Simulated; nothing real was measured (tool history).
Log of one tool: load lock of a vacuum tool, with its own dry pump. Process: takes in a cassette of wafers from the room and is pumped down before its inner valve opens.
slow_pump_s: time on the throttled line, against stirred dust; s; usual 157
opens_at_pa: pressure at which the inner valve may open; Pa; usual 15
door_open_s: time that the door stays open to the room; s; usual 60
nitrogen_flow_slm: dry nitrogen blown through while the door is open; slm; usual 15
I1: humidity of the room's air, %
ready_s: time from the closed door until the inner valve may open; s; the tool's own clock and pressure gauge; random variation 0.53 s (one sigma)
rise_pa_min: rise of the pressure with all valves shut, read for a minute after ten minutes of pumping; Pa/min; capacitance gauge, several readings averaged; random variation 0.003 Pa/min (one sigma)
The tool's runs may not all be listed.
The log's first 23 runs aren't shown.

run 24 hour=1690.5 | slow_pump_s=91 opens_at_pa=22 door_open_s=122 nitrogen_flow_slm=7 | I1=46.1 | ready_s=129.9 rise_pa_min=0.036
run 25 hour=1735.8 | slow_pump_s=304 opens_at_pa=15 door_open_s=70 nitrogen_flow_slm=15 | I1=47 | ready_s=326 rise_pa_min=0.019
run 26 hour=1802.8 | slow_pump_s=304 opens_at_pa=15 door_open_s=70 nitrogen_flow_slm=15 | I1=44.6 | ready_s=328.8 rise_pa_min=0.016
run 27 hour=1849.3 | slow_pump_s=157 opens_at_pa=11 door_open_s=60 nitrogen_flow_slm=20 | I1=45.3 | ready_s=195.2 rise_pa_min=0.017
run 28 hour=1896.4 | slow_pump_s=193 opens_at_pa=15 door_open_s=60 nitrogen_flow_slm=4 | I1=47.6 | ready_s=225.6 rise_pa_min=0.03
run 29 hour=1981.7 | slow_pump_s=157 opens_at_pa=15 door_open_s=60 nitrogen_flow_slm=21 | I1=47.1 | ready_s=193.5 rise_pa_min=0.017
run 30 hour=2050.8 | slow_pump_s=157 opens_at_pa=17 door_open_s=34 nitrogen_flow_slm=15 | I1=44.7 | ready_s=192.2 rise_pa_min=0.01
run 31 hour=2139.5 | slow_pump_s=157 opens_at_pa=17 door_open_s=34 nitrogen_flow_slm=15 | I1=42.6 | ready_s=192.4 rise_pa_min=0.013
run 32 hour=2205.8 | slow_pump_s=132 opens_at_pa=20 door_open_s=60 nitrogen_flow_slm=8 | I1=44.4 | ready_s=168.7 rise_pa_min=0.026
run 33 hour=2271.9 | slow_pump_s=132 opens_at_pa=20 door_open_s=55 nitrogen_flow_slm=13 | I1=42.7 | ready_s=167.7 rise_pa_min=0.016
run 34 hour=2336.1 | slow_pump_s=157 opens_at_pa=15 door_open_s=60 nitrogen_flow_slm=33 | I1=43.5 | ready_s=192.1 rise_pa_min=0.011
run 35 hour=2409.7 | slow_pump_s=157 opens_at_pa=15 door_open_s=60 nitrogen_flow_slm=33 | I1=45.3 | ready_s=193 rise_pa_min=0.014
run 36 hour=2470.1 | slow_pump_s=157 opens_at_pa=15 door_open_s=60 nitrogen_flow_slm=19 | I1=42.8 | ready_s=193.1 rise_pa_min=0.019
run 37 hour=2563.7 | slow_pump_s=157 opens_at_pa=15 door_open_s=46 nitrogen_flow_slm=16 | I1=40.6 | ready_s=193.6 rise_pa_min=0.01

Forecast each of these 3 alternatives for the next run:
run A hour=2610.7 | slow_pump_s=142 opens_at_pa=15 door_open_s=111 nitrogen_flow_slm=41 | I1=42.1 | ready_s=? rise_pa_min=?
run B hour=2610.7 | slow_pump_s=79 opens_at_pa=15 door_open_s=162 nitrogen_flow_slm=24 | I1=41 | ready_s=? rise_pa_min=?
run C hour=2610.7 | slow_pump_s=157 opens_at_pa=28 door_open_s=26 nitrogen_flow_slm=18 | I1=42.5 | ready_s=? rise_pa_min=?

run=A ready_s=179.2 rise_pa_min=0.01
run=B ready_s=120.8 rise_pa_min=0.022
run=C ready_s=189.2 rise_pa_min=0.019
Without the tool's hidden state the same runs would have given:
run=A ready_s=179.1 rise_pa_min=0.01
run=B ready_s=120.8 rise_pa_min=0.021
run=C ready_s=189.2 rise_pa_min=0.018

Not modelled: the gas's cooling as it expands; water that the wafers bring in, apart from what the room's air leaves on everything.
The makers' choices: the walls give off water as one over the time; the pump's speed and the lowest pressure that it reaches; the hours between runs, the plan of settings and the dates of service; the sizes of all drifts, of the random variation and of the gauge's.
